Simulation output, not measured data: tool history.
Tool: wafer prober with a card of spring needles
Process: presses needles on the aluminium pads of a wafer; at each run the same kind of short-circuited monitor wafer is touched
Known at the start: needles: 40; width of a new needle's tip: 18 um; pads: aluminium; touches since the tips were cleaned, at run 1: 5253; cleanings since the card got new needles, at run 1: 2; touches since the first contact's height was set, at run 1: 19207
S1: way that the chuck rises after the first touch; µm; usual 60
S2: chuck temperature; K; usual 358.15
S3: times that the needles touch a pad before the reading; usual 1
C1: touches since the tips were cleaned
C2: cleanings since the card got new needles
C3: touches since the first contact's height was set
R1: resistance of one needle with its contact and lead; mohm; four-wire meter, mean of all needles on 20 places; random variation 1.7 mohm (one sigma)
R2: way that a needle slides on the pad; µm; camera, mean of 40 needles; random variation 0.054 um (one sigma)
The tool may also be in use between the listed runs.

Run 1, day 0: usual settings; C1 5253; C2 2; C3 19207. Result: R1 288 mohm, R2 10.18 µm.
At day 0.112: tips cleaned on abrasive film.
Run 2, day 0.362: usual settings; C1 2406; C2 3; C3 22632. Result: R1 255 mohm, R2 10.14 µm.
Run 3, day 0.704: usual settings; C1 5684; C2 3; C3 25910. Result: R1 293 mohm, R2 10.15 µm.
At day 0.762: tips cleaned on abrasive film.
Run 4, day 0.912: usual settings; C1 1422; C2 4; C3 27827. Result: R1 231 mohm, R2 10.12 µm.
Run 5, day 1.333: usual settings; C1 5443; C2 4; C3 31848. Result: R1 289 mohm, R2 10.07 µm.
At day 1.429: tips cleaned on abrasive film.
Run 6, day 1.733: usual settings; C1 2901; C2 5; C3 35634. Result: R1 267 mohm, R2 10.11 µm.
At day 2.1: tips cleaned on abrasive film.
Run 7, day 2.146: usual settings; C1 432; C2 6; C3 39536. Result: R1 196 mohm, R2 10.07 µm.
Run 8, day 2.421: usual settings but S2 336.15 K; C1 3078; C2 6; C3 42182. Result: R1 268 mohm, R2 10.15 µm.
At day 2.775: tips cleaned on abrasive film.
Run 9, day 2.833: usual settings; C1 554; C2 7; C3 46071. Result: R1 202 mohm, R2 9.97 µm.
Run 10, day 3.096: usual settings; C1 3059; C2 7; C3 48576. Result: R1 270 mohm, R2 10.1 µm.
At day 3.442: tips cleaned on abrasive film.
Run 11, day 3.529: usual settings but S2 346.15 K; C1 831; C2 8; C3 52657. Result: R1 208 mohm, R2 10.08 µm.
Run 12, day 3.771: usual settings but S2 346.15 K; C1 3157; C2 8; C3 54983. Result: R1 273 mohm, R2 10.07 µm.
Run 13, day 4.033: usual settings but S2 346.15 K; C1 5656; C2 8; C3 57482. Result: R1 294 mohm, R2 9.95 µm.
At day 4.096: tips cleaned on abrasive film.
Run 14, day 4.325: usual settings; C1 2183; C2 9; C3 60227. Result: R1 260 mohm, R2 9.99 µm.
Run 15, day 4.642: usual settings; C1 5226; C2 9; C3 63270. Result: R1 297 mohm, R2 9.93 µm.
At day 4.75: tips cleaned on abrasive film.
Run 16, day 4.875: usual settings but S2 303.15 K; C1 1192; C2 10; C3 65460. Result: R1 220 mohm, R2 9.92 µm.
Run 17, day 5.3: usual settings but S2 303.15 K; C1 5246; C2 10; C3 69514. Result: R1 296 mohm, R2 10 µm.
At day 5.412: tips cleaned on abrasive film.
Run 18, day 5.558: usual settings but S1 73 µm, S2 311.15 K; C1 1413; C2 11; C3 71948. Result: R1 209 mohm, R2 12.26 µm.
Run 19, day 5.946: usual settings but S1 53 µm, S2 317.15 K; C1 5121; C2 11; C3 75656. Result: R1 337 mohm, R2 8.75 µm.
At day 6.1: tips cleaned on abrasive film.
Run 20, day 6.371: usual settings but S1 53 µm, S2 376.15 K, S3 2; C1 2574; C2 12; C3 79660. Result: R1 242 mohm, R2 8.75 µm.
Run 21, day 6.588: usual settings but S1 52 µm, S2 312.15 K, S3 3; C1 4643; C2 12; C3 81729. Result: R1 220 mohm, R2 8.61 µm.
At day 6.792: tips cleaned on abrasive film.
Run 22, day 7.042: usual settings but S1 52 µm, S2 341.15 K; C1 2385; C2 13; C3 86009. Result: R1 296 mohm, R2 8.55 µm.
At day 7.446: tips cleaned on abrasive film.
Run 23, day 7.529: usual settings but S1 52 µm, S2 310.15 K, S3 2; C1 790; C2 14; C3 90656. Result: R1 205 mohm, R2 8.65 µm.
Run 24, day 7.758: usual settings but S1 52 µm, S2 310.15 K, S3 2; C1 2949; C2 14; C3 92815. Result: R1 253 mohm, R2 8.57 µm.
At day 8.112: tips cleaned on abrasive film.
Run 25, day 8.196: usual settings but S1 52 µm, S2 310.15 K, S3 2; C1 806; C2 15; C3 96992. Result: R1 201 mohm, R2 8.53 µm.
Run 26, day 8.471: usual settings but S1 49 µm, S2 350.15 K; C1 3394; C2 15; C3 99580. Result: R1 335 mohm, R2 8 µm.
At day 8.767: tips cleaned on abrasive film.
Run 27, day 8.938: usual settings but S1 49 µm, S2 350.15 K; C1 1608; C2 16; C3 104009. Result: R1 288 mohm, R2 8.03 µm.
Run 28, day 9.154: usual settings but S1 49 µm, S2 350.15 K; C1 3681; C2 16; C3 106082. Result: R1 353 mohm, R2 8.03 µm.
At day 9.438: tips cleaned on abrasive film.
Run 29, day 9.496: usual settings but S3 2; C1 551; C2 17; C3 109314. Result: R1 193 mohm, R2 9.81 µm.
Run 30, day 9.729: usual settings but S3 2; C1 2788; C2 17; C3 111551. Result: R1 232 mohm, R2 9.83 µm.
At day 10.108: tips cleaned on abrasive film.
Run 31, day 10.208: usual settings but S1 44 µm, S2 302.15 K, S3 3; C1 955; C2 18; C3 116088. Result: R1 203 mohm, R2 7.15 µm.
Run 32, day 10.546: usual settings but S1 51 µm, S2 351.15 K; C1 4182; C2 18; C3 119315. Result: R1 346 mohm, R2 8.4 µm.
At day 10.771: tips cleaned on abrasive film.
Run 33, day 10.988: usual settings but S1 75 µm, S2 332.15 K, S3 2; C1 2049; C2 19; C3 123467. Result: R1 194 mohm, R2 12.31 µm.

The same runs without the tool's hidden state, with the same run-to-run variation:
The hidden state here: debris on the tips, nm; way that the needles fall short of the set height, um; tips' diameter, um; drift of the gauge itself on contact_mohm, %; drift of the gauge itself on scrub_um, %.
run   R1     R2
  1  169  10.22
  2  171  10.19
  3  171  10.21
  4  168  10.19
  5  169  10.14
  6  169   10.2
  7  167  10.18
  8  165  10.25
  9  169   10.1
 10  170  10.22
 11  163  10.22
 12  168  10.22
 13  165   10.1
 14  167  10.15
 15  169  10.09
 16  156   10.1
 17  158  10.18
 18  157  12.47
 19  165   8.96
 20  175   8.97
 21  159   8.82
 22  172   8.78
 23  162    8.9
 24  164   8.82
 25  163    8.8
 26  173   8.26
 27  175   8.31
 28  176   8.31
 29  167  10.11
 30  169  10.14
 31  166   7.47
 32  175   8.73
 33  156  12.65

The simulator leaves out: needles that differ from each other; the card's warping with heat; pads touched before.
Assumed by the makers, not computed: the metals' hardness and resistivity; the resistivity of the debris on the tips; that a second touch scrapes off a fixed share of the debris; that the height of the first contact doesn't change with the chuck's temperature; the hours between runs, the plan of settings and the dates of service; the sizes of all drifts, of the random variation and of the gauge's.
